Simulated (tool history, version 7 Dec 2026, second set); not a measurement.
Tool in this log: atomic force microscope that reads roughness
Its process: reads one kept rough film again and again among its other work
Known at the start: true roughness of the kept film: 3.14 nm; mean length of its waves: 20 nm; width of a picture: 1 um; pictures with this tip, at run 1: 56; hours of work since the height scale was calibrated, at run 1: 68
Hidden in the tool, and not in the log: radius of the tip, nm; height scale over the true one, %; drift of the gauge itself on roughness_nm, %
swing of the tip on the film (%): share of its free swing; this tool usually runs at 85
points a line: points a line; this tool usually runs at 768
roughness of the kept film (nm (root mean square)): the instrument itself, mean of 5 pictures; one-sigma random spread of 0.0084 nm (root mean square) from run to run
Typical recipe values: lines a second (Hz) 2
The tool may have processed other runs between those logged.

run,day,lines a second (Hz),swing of the tip on the film (%),points a line,pictures with this tip,hours of work since the height scale was calibrated,roughness of the kept film (nm (root mean square))
1,0,2,85,768,56,68,1.727
2,0.712,2,75,768,81,80,1.83
3,1.612,2,75,768,113,94,1.775
4,2.362,2,75,768,140,106,1.715
5,3.296,2,75,768,173,121,1.643
6,3.888,1.85,85,768,194,131,1.514
7,4.408,1.85,85,768,213,139,1.476
8,4.925,1.85,85,768,231,148,1.442
9,5.817,2,85,768,263,162,1.37
10,6.696,2,85,768,294,176,1.331
11,7.5,2,85,768,323,189,1.303
12,8.15,2,85,768,346,199,1.28
13,8.675,2,85,768,365,208,1.263
# day 9.133: new tip fitted
14,9.571,2,85,768,15,222,1.799
15,10.075,2,85,768,33,230,1.773
16,10.567,2,85,768,51,238,1.711
17,11.371,2,85,349,79,251,1.639
18,12.162,2,79,768,107,264,1.708
19,12.983,1.71,79,768,136,277,1.689
20,13.846,2.02,79,768,167,291,1.576

The next listed run, before its measurement:
21,14.533,0.77,72,768,192,302,?

{"run 21": {"roughness of the kept film (nm (root mean square))": 1.78}}
The same run, on a tool lacking any hidden state, would have yielded roughness of the kept film (nm (root mean square)) 2.259.
